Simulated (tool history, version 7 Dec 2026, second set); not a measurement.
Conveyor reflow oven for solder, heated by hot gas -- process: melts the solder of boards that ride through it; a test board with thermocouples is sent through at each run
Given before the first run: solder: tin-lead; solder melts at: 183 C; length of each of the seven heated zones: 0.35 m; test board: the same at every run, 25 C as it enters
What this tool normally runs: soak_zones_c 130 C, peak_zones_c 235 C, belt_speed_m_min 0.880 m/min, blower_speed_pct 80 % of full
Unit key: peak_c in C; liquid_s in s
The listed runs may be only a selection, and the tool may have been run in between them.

run 1 hour=0.0 | soak_zones_c=130 peak_zones_c=235 belt_speed_m_min=0.880 blower_speed_pct=80 | peak_c=213.3 liquid_s=31.4
run 2 hour=29.1 | soak_zones_c=130 peak_zones_c=235 belt_speed_m_min=0.880 blower_speed_pct=80 | peak_c=213.3 liquid_s=31.3
run 3 hour=59.1 | soak_zones_c=130 peak_zones_c=235 belt_speed_m_min=0.880 blower_speed_pct=80 | peak_c=213.3 liquid_s=31.6
run 4 hour=78.4 | soak_zones_c=130 peak_zones_c=235 belt_speed_m_min=0.880 blower_speed_pct=80 | peak_c=213.4 liquid_s=31.4
-- hour=98.6 thermocouples of zones 6 and 7 changed
run 5 hour=98.9 | soak_zones_c=130 peak_zones_c=235 belt_speed_m_min=0.880 blower_speed_pct=80 | peak_c=213.3 liquid_s=31.5
run 6 hour=115.5 | soak_zones_c=130 peak_zones_c=237 belt_speed_m_min=0.880 blower_speed_pct=80 | peak_c=214.9 liquid_s=32.4
run 7 hour=139.3 | soak_zones_c=130 peak_zones_c=237 belt_speed_m_min=0.880 blower_speed_pct=80 | peak_c=215.1 liquid_s=32.2
run 8 hour=164.6 | soak_zones_c=130 peak_zones_c=237 belt_speed_m_min=0.880 blower_speed_pct=80 | peak_c=215.2 liquid_s=32.2
run 9 hour=180.6 | soak_zones_c=130 peak_zones_c=237 belt_speed_m_min=0.880 blower_speed_pct=80 | peak_c=215.2 liquid_s=32.4
run 10 hour=202.8 | soak_zones_c=130 peak_zones_c=227 belt_speed_m_min=0.709 blower_speed_pct=70 | peak_c=211.0 liquid_s=38.7
run 11 hour=226.3 | soak_zones_c=130 peak_zones_c=227 belt_speed_m_min=0.709 blower_speed_pct=70 | peak_c=211.1 liquid_s=38.5
run 12 hour=256.8 | soak_zones_c=130 peak_zones_c=240 belt_speed_m_min=0.739 blower_speed_pct=70 | peak_c=221.1 liquid_s=42.2
-- hour=279.0 flux residue cleaned out of gas plates and filters
run 13 hour=291.0 | soak_zones_c=130 peak_zones_c=235 belt_speed_m_min=1.031 blower_speed_pct=80 | peak_c=207.1 liquid_s=23.1
run 14 hour=309.8 | soak_zones_c=119 peak_zones_c=227 belt_speed_m_min=0.834 blower_speed_pct=89 | peak_c=208.9 liquid_s=29.2
run 15 hour=327.5 | soak_zones_c=116 peak_zones_c=242 belt_speed_m_min=0.880 blower_speed_pct=88 | peak_c=218.8 liquid_s=32.0
run 16 hour=342.4 | soak_zones_c=116 peak_zones_c=242 belt_speed_m_min=0.880 blower_speed_pct=88 | peak_c=218.5 liquid_s=32.0
run 17 hour=360.1 | soak_zones_c=116 peak_zones_c=246 belt_speed_m_min=0.880 blower_speed_pct=75 | peak_c=217.7 liquid_s=31.1

Each row is a separate what-if for the run after 17, all from the same tool condition, not one after another. Results?
run A hour=383.9 | soak_zones_c=134 peak_zones_c=232 belt_speed_m_min=0.880 blower_speed_pct=75 | peak_c=? liquid_s=?
run B hour=383.9 | soak_zones_c=119 peak_zones_c=246 belt_speed_m_min=0.880 blower_speed_pct=56 | peak_c=? liquid_s=?
run C hour=383.9 | soak_zones_c=130 peak_zones_c=234 belt_speed_m_min=0.880 blower_speed_pct=80 | peak_c=? liquid_s=?
run D hour=383.9 | soak_zones_c=140 peak_zones_c=235 belt_speed_m_min=0.782 blower_speed_pct=60 | peak_c=? liquid_s=?

run=A peak_c=210.2 liquid_s=30.3
run=B peak_c=209.5 liquid_s=26.5
run=C peak_c=212.4 liquid_s=31.0
run=D peak_c=213.4 liquid_s=37.5
Take away the tool's hidden state, keep each run's random variation, and the runs would have read:
run=A peak_c=210.2 liquid_s=30.3
run=B peak_c=209.5 liquid_s=26.5
run=C peak_c=212.5 liquid_s=31.0
run=D peak_c=213.4 liquid_s=37.4

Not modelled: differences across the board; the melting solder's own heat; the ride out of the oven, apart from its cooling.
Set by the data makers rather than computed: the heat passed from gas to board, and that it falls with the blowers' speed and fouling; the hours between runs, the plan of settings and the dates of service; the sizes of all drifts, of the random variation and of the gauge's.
